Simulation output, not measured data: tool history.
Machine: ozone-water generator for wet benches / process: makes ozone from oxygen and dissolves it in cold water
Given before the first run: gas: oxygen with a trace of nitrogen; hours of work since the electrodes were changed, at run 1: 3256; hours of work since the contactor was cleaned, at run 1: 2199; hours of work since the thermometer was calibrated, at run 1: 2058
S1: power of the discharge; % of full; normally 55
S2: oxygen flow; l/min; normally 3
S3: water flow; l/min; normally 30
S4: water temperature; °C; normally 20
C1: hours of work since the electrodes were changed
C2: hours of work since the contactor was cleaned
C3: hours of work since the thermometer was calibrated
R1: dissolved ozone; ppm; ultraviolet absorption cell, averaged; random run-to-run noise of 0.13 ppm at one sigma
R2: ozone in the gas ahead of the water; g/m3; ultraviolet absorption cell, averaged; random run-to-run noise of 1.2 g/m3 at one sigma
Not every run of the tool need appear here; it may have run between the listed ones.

{"run": 1, "hour": 0.0, "S1": 55, "S2": 3, "S3": 30, "S4": 20, "C1": 3256, "C2": 2199, "C3": 2058, "R1": 13.5, "R2": 222.5}
{"run": 2, "hour": 72.7, "S1": 55, "S2": 3, "S3": 30, "S4": 20, "C1": 3326, "C2": 2270, "C3": 2129, "R1": 13.4, "R2": 224.5}
{"run": 3, "hour": 132.4, "S1": 55, "S2": 4.33, "S3": 30, "S4": 20, "C1": 3385, "C2": 2328, "C3": 2187, "R1": 14.5, "R2": 188.2}
{"run": 4, "hour": 189.2, "S1": 55, "S2": 4.33, "S3": 30, "S4": 20, "C1": 3440, "C2": 2383, "C3": 2242, "R1": 14.6, "R2": 189}
{"run": 5, "hour": 241.4, "S1": 55, "S2": 4.33, "S3": 30, "S4": 20, "C1": 3491, "C2": 2434, "C3": 2293, "R1": 14.6, "R2": 188.3}
{"run": 6, "hour": 307.7, "S1": 55, "S2": 4.33, "S3": 30, "S4": 20, "C1": 3555, "C2": 2499, "C3": 2358, "R1": 14.5, "R2": 189.6}
{"run": 7, "hour": 364.6, "S1": 55, "S2": 4.33, "S3": 30, "S4": 20, "C1": 3611, "C2": 2554, "C3": 2413, "R1": 14.6, "R2": 189.1}
{"run": 8, "hour": 440.4, "S1": 55, "S2": 4.33, "S3": 30, "S4": 20, "C1": 3685, "C2": 2628, "C3": 2487, "R1": 14.6, "R2": 189.4}
{"run": 9, "hour": 550.0, "S1": 55, "S2": 4.33, "S3": 30, "S4": 20, "C1": 3791, "C2": 2735, "C3": 2594, "R1": 14.6, "R2": 190.3}
{"run": 10, "hour": 617.0, "S1": 55, "S2": 4.33, "S3": 30, "S4": 20, "C1": 3856, "C2": 2800, "C3": 2659, "R1": 14.7, "R2": 188.1}
{"hour": 677.7, "done": "contactor cleaned"}
{"run": 11, "hour": 739.9, "S1": 55, "S2": 4.33, "S3": 30, "S4": 20, "C1": 3972, "C2": 61, "C3": 2775, "R1": 14.7, "R2": 188.4}
{"run": 12, "hour": 843.5, "S1": 55, "S2": 3, "S3": 30, "S4": 20, "C1": 4073, "C2": 161, "C3": 2876, "R1": 13.4, "R2": 225}
{"run": 13, "hour": 945.3, "S1": 55, "S2": 3, "S3": 30, "S4": 20, "C1": 4172, "C2": 261, "C3": 2975, "R1": 13.3, "R2": 223.6}
{"run": 14, "hour": 1056.1, "S1": 55, "S2": 3, "S3": 30, "S4": 20, "C1": 4280, "C2": 369, "C3": 3083, "R1": 13.2, "R2": 223.5}
{"run": 15, "hour": 1132.0, "S1": 55, "S2": 3, "S3": 30, "S4": 20, "C1": 4354, "C2": 442, "C3": 3157, "R1": 13.4, "R2": 224.5}
{"run": 16, "hour": 1208.7, "S1": 55, "S2": 3, "S3": 30, "S4": 20, "C1": 4429, "C2": 517, "C3": 3231, "R1": 13.4, "R2": 226.7}
{"run": 17, "hour": 1320.5, "S1": 55, "S2": 3, "S3": 30, "S4": 20, "C1": 4538, "C2": 626, "C3": 3340, "R1": 13.4, "R2": 224.2}
{"run": 18, "hour": 1446.1, "S1": 55, "S2": 3, "S3": 23, "S4": 20, "C1": 4660, "C2": 748, "C3": 3462, "R1": 16.9, "R2": 223.1}
{"run": 19, "hour": 1554.1, "S1": 91, "S2": 4.12, "S3": 33, "S4": 25, "C1": 4765, "C2": 853, "C3": 3568, "R1": 19, "R2": 292.7}
{"run": 20, "hour": 1633.7, "S1": 55, "S2": 3.58, "S3": 47, "S4": 16, "C1": 4843, "C2": 931, "C3": 3645, "R1": 9.7, "R2": 205}
{"run": 21, "hour": 1692.4, "S1": 55, "S2": 2, "S3": 19, "S4": 15, "C1": 4900, "C2": 988, "C3": 3702, "R1": 18.4, "R2": 274}
{"run": 22, "hour": 1762.7, "S1": 75, "S2": 3, "S3": 38, "S4": 17, "C1": 4968, "C2": 1057, "C3": 3771, "R1": 14, "R2": 288.8}
{"run": 23, "hour": 1864.6, "S1": 46, "S2": 4.47, "S3": 37, "S4": 23, "C1": 5068, "C2": 1156, "C3": 3870, "R1": 10.5, "R2": 159.7}
{"run": 24, "hour": 1940.6, "S1": 47, "S2": 3.24, "S3": 31, "S4": 26, "C1": 5142, "C2": 1230, "C3": 3944, "R1": 11.1, "R2": 189.4}
{"run": 25, "hour": 2024.5, "S1": 92, "S2": 3.24, "S3": 22, "S4": 22, "C1": 5223, "C2": 1312, "C3": 4026, "R1": 26.2, "R2": 334.1}
{"run": 26, "hour": 2095.7, "S1": 92, "S2": 2.19, "S3": 22, "S4": 13, "C1": 5293, "C2": 1381, "C3": 4095, "R1": 25.7, "R2": 400.4}
{"run": 27, "hour": 2164.9, "S1": 64, "S2": 1.58, "S3": 35, "S4": 19, "C1": 5360, "C2": 1448, "C3": 4162, "R1": 10.5, "R2": 344.6}
{"run": 28, "hour": 2254.7, "S1": 47, "S2": 4.4, "S3": 35, "S4": 19, "C1": 5447, "C2": 1536, "C3": 4250, "R1": 11.4, "R2": 164.4}
{"run": 29, "hour": 2317.7, "S1": 93, "S2": 4.95, "S3": 23, "S4": 16, "C1": 5509, "C2": 1597, "C3": 4311, "R1": 29.2, "R2": 274.3}
{"run": 30, "hour": 2401.0, "S1": 55, "S2": 4.34, "S3": 23, "S4": 20, "C1": 5590, "C2": 1678, "C3": 4392, "R1": 17.8, "R2": 189.1}
{"run": 31, "hour": 2466.2, "S1": 55, "S2": 4.34, "S3": 23, "S4": 13, "C1": 5653, "C2": 1742, "C3": 4456, "R1": 19.1, "R2": 187.8}
{"hour": 2476.1, "done": "water thermometer calibrated"}
{"run": 32, "hour": 2552.3, "S1": 55, "S2": 2.33, "S3": 24, "S4": 17, "C1": 5737, "C2": 1825, "C3": 74, "R1": 15.5, "R2": 252.9}
{"run": 33, "hour": 2676.1, "S1": 76, "S2": 4.51, "S3": 30, "S4": 20, "C1": 5857, "C2": 1946, "C3": 195, "R1": 19.4, "R2": 241}

What differs in the tool's unlogged condition from the final listed run ahead of each entry between runs to the first listed run following it?
In the gap between runs 10 and 11: contactor cleaned (hour 677.7)
  yield of the discharge, % of new electrodes': 99.9 -> 99.8; contactor's efficiency, % of a clean one's: 99.9 -> 100
In the gap between runs 31 and 32: water thermometer calibrated (hour 2476.1)
  true water temperature over the reading, C: 0.01 -> 0

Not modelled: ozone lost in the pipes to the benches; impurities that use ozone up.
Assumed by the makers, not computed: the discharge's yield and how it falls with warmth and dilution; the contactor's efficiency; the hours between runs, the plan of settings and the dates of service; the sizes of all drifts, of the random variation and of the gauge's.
